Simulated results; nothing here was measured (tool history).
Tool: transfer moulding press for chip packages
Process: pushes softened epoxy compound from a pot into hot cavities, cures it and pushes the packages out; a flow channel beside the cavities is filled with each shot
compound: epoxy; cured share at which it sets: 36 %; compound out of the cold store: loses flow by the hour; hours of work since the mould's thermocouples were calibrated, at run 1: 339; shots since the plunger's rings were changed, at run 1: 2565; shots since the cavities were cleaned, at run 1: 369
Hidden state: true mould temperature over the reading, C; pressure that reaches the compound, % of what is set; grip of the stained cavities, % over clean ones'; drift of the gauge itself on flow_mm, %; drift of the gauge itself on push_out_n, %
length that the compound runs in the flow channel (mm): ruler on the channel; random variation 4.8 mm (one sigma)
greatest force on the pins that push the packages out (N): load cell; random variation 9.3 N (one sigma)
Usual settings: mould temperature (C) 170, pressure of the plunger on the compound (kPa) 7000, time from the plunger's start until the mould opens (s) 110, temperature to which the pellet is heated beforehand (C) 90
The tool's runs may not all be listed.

| run | hour | mould temperature (C) | pressure of the plunger on the compound (kPa) | time from the plunger's start until the mould opens (s) | temperature to which the pellet is heated beforehand (C) | hours of work since the mould's thermocouples were calibrated | shots since the plunger's rings were changed | shots since the cavities were cleaned | incoming compound's hours out of the cold store | length that the compound runs in the flow channel (mm) | greatest force on the pins that push the packages out (N) |
|---|---|---|---|---|---|---|---|---|---|---|---|
| 1 | 0 | 170 | 7000 | 110 | 90 | 339 | 2565 | 369 | 30.4 | 560 | 606 |
|  | 7 | plunger's sealing rings changed |
| 2 | 23.1 | 170 | 7000 | 110 | 90 | 355 | 222 | 653 | 31.1 | 588 | 694 |
|  | 26.8 | cavities cleaned with cleaning compound and waxed |
| 3 | 39.2 | 170 | 7000 | 110 | 90 | 366 | 423 | 171 | 44.1 | 567 | 524 |
| 4 | 53.1 | 170 | 7000 | 110 | 90 | 376 | 614 | 362 | 39.6 | 560 | 605 |
| 5 | 69.7 | 170 | 7000 | 144 | 90 | 389 | 844 | 592 | 35.6 | 578 | 505 |
|  | 78.3 | cavities cleaned with cleaning compound and waxed |
| 6 | 96.9 | 170 | 7920 | 144 | 90 | 408 | 1198 | 257 | 8.9 | 661 | 451 |
| 7 | 120.7 | 170 | 7000 | 110 | 90 | 426 | 1526 | 585 | 46.5 | 545 | 656 |
|  | 129.2 | cavities cleaned with cleaning compound and waxed |
| 8 | 150.6 | 170 | 7000 | 110 | 90 | 448 | 1916 | 294 | 9.4 | 608 | 590 |
| 9 | 174.8 | 170 | 7000 | 110 | 90 | 466 | 2250 | 628 | 29 | 571 | 705 |
|  | 181.9 | cavities cleaned with cleaning compound and waxed |
| 10 | 201.2 | 170 | 7000 | 110 | 90 | 485 | 2593 | 266 | 18 | 582 | 590 |
|  | 205.5 | plunger's sealing rings changed |
| 11 | 223.7 | 170 | 7000 | 110 | 90 | 500 | 250 | 541 | 29.9 | 594 | 684 |
|  | 236.4 | cavities cleaned with cleaning compound and waxed |
| 12 | 254.5 | 170 | 7000 | 110 | 90 | 522 | 654 | 250 | 22.3 | 595 | 571 |
| 13 | 273.7 | 167 | 7000 | 110 | 90 | 537 | 919 | 515 | 15.1 | 622 | 836 |
|  | 288.5 | cavities cleaned with cleaning compound and waxed |
| 14 | 300.9 | 167 | 7000 | 110 | 90 | 556 | 1273 | 172 | 41 | 562 | 618 |
| 15 | 322.9 | 167 | 7000 | 110 | 90 | 573 | 1576 | 475 | 10.1 | 627 | 861 |
|  | 340.4 | cavities cleaned with cleaning compound and waxed |
| 16 | 356.1 | 167 | 7000 | 110 | 90 | 597 | 2012 | 217 | 30 | 573 | 670 |
| 17 | 379.1 | 167 | 7000 | 110 | 90 | 614 | 2330 | 535 | 41.3 | 559 | 797 |
|  | 392.4 | cavities cleaned with cleaning compound and waxed |
|  | 404.6 | plunger's sealing rings changed |
| 18 | 405 | 167 | 7000 | 110 | 91 | 631 | 6 | 139 | 45.3 | 577 | 614 |
| 19 | 423.3 | 170 | 6210 | 119 | 84 | 644 | 259 | 392 | 36.8 | 547 | 552 |
|  | 445.5 | cavities cleaned with cleaning compound and waxed |
| 20 | 445.5 | 170 | 5640 | 110 | 99 | 660 | 543 | 0 | 37.3 | 517 | 442 |
| 21 | 463.4 | 170 | 7000 | 110 | 91 | 673 | 790 | 247 | 11.6 | 617 | 588 |
| 22 | 476.5 | 170 | 7000 | 110 | 91 | 683 | 971 | 428 | 42.6 | 558 | 621 |
|  | 496.9 | cavities cleaned with cleaning compound and waxed |
| 23 | 508.4 | 170 | 7150 | 110 | 95 | 706 | 1389 | 158 | 46.5 | 557 | 522 |
| 24 | 536.7 | 169 | 7150 | 105 | 90 | 728 | 1779 | 548 | 31.8 | 579 | 816 |
|  | 549 | cavities cleaned with cleaning compound and waxed |
| 25 | 556.1 | 163 | 8730 | 142 | 81 | 741 | 2025 | 97 | 42.2 | 633 | 495 |
| 26 | 581.1 | 163 | 8730 | 142 | 81 | 760 | 2369 | 441 | 22.7 | 673 | 672 |

Measured less the same run without the tool's hidden state. The same run-to-run variation is in both; the gauge's scatter may not be:
| run | length that the compound runs in the flow channel (mm) | greatest force on the pins that push the packages out (N) |
|---|---|---|
| 1 | -27 | +197 |
| 2 | -1 | +284 |
| 3 | -4 | +111 |
| 4 | -6 | +193 |
| 5 | -9 | +188 |
| 6 | -14 | +119 |
| 7 | -16 | +262 |
| 8 | -23 | +179 |
| 9 | -26 | +286 |
| 10 | -32 | +170 |
| 11 | -1 | +265 |
| 12 | -5 | +163 |
| 13 | -9 | +336 |
| 14 | -12 | +148 |
| 15 | -17 | +335 |
| 16 | -22 | +187 |
| 17 | -25 | +328 |
| 18 | +3 | +136 |
| 19 | +0 | +186 |
| 20 | -3 | +34 |
| 21 | -6 | +174 |
| 22 | -8 | +228 |
| 23 | -12 | +126 |
| 24 | -17 | +341 |
| 25 | -21 | +96 |
| 26 | -28 | +256 |
